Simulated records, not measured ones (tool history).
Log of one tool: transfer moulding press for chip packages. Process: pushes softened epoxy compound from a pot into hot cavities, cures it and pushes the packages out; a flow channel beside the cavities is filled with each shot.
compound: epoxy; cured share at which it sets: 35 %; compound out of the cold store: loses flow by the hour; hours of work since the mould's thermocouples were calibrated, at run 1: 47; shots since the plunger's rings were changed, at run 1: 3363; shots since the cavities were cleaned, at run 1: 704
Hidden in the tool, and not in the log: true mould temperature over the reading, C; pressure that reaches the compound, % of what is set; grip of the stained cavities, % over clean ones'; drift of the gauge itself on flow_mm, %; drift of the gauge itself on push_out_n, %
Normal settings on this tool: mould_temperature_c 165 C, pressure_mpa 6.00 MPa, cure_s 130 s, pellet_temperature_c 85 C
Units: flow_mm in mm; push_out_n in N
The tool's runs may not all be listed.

run	hour	mould_temperature_c	pressure_mpa	cure_s	pellet_temperature_c	hours of work since the mould's thermocouples were calibrated	shots since the plunger's rings were changed	shots since the cavities were cleaned	incoming compound's hours out of the cold store	flow_mm	push_out_n
1	0.0	165	6.00	130	85	47	3363	704	43.9	594	189
2	25.4	162	6.00	130	85	59	3546	887	43.1	603	180
# hour 40.1: cavities cleaned with cleaning compound and waxed
3	70.2	162	4.66	130	85	79	3857	216	40.9	536	190
4	113.1	162	4.66	130	85	100	4166	525	19.3	604	205
5	158.3	162	4.66	130	85	122	4492	851	12.3	623	207
# hour 178.9: cavities cleaned with cleaning compound and waxed
6	182.8	162	4.66	130	90	133	4658	29	28.4	578	193
7	209.7	165	6.00	130	93	145	4852	223	32.9	632	173
# hour 214.9: plunger's sealing rings changed
8	231.6	165	6.00	130	93	155	120	362	32.4	637	191
9	251.9	165	6.00	130	93	164	266	508	9.4	718	192
10	284.7	165	6.00	130	81	180	502	744	14.6	697	182
# hour 318.0: cavities cleaned with cleaning compound and waxed
11	319.2	165	6.00	130	81	196	740	9	46.3	588	169
12	359.9	165	6.00	130	81	215	1033	302	43.9	595	176
13	398.3	164	4.72	130	85	234	1309	578	18.4	609	180
14	438.4	164	4.72	130	82	253	1599	868	17.5	610	189
# hour 454.4: cavities cleaned with cleaning compound and waxed
15	470.1	164	4.72	130	82	267	1816	114	45.5	521	185
16	491.6	162	6.00	111	85	277	1971	269	15.4	697	250
17	533.0	162	6.00	111	85	297	2268	566	47.3	584	235
18	577.4	162	6.00	111	85	318	2588	886	44.9	596	239
# hour 591.6: cavities cleaned with cleaning compound and waxed
19	614.8	172	6.00	130	91	336	2847	167	45.2	582	170
20	659.4	171	4.55	157	92	357	3168	488	36.2	535	171
21	698.1	171	4.55	157	92	375	3447	767	33.0	545	168

Branching from run 21: 3 alternative next runs. What would each branch give?
A	724.4	165	6.00	153	85	388	3636	956	31.9	?	?
B	724.4	165	6.29	146	85	388	3636	956	29.5	?	?
C	724.4	165	7.44	130	94	388	3636	956	15.0	?	?

run	flow_mm	push_out_n
A	634	166
B	659	170
C	775	187
The same runs, with their run-to-run variation unchanged, on a tool lacking any hidden condition would have given:
run	flow_mm	push_out_n
A	634	164
B	660	169
C	775	185
